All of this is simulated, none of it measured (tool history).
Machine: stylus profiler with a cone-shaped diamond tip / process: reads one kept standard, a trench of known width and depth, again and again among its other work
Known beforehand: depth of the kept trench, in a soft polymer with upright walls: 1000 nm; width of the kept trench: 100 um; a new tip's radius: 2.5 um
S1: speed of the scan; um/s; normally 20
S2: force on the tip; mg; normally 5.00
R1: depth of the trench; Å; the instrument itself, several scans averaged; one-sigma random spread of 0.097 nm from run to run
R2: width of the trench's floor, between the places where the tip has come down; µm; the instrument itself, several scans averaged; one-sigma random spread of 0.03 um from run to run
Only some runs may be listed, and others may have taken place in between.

run	hour	S1	S2	R1	R2
1	0.0	20	5.00	10183.1	93.41
2	61.0	20	5.00	10183.4	93.31
3	142.6	11	5.00	10184.4	93.18
# hour 205.0: new tip fitted, height scale calibrated
4	212.2	11	5.00	10180.6	95.87
# hour 217.2: height scale calibrated on a step standard
5	292.3	20	5.70	10198.2	95.69
6	354.5	20	5.70	10197.8	95.48
7	430.9	20	5.70	10201.1	95.28
8	472.4	35	2.99	10133.6	95.03
# hour 485.8: height scale calibrated on a step standard, once more
9	536.6	76	10.96	10302.3	94.89
10	621.2	7	3.13	10133.4	94.85
11	657.0	19	9.04	10268.2	94.74

Consider 3 possible next runs. They are alternatives, not a sequence: every one starts from the tool as it was left by run 11. What does each give?
A	725.3	8	4.67	?	?
B	725.3	30	4.70	?	?
C	725.3	60	3.35	?	?

run	R1	R2
A	10172.2	94.62
B	10173.7	94.61
C	10140.2	94.38
The same runs, with their run-to-run variation unchanged, on a tool lacking any hidden condition would have given:
run	R1	R2
A	10166.7	95.96
B	10168.3	95.96
C	10134.8	95.72
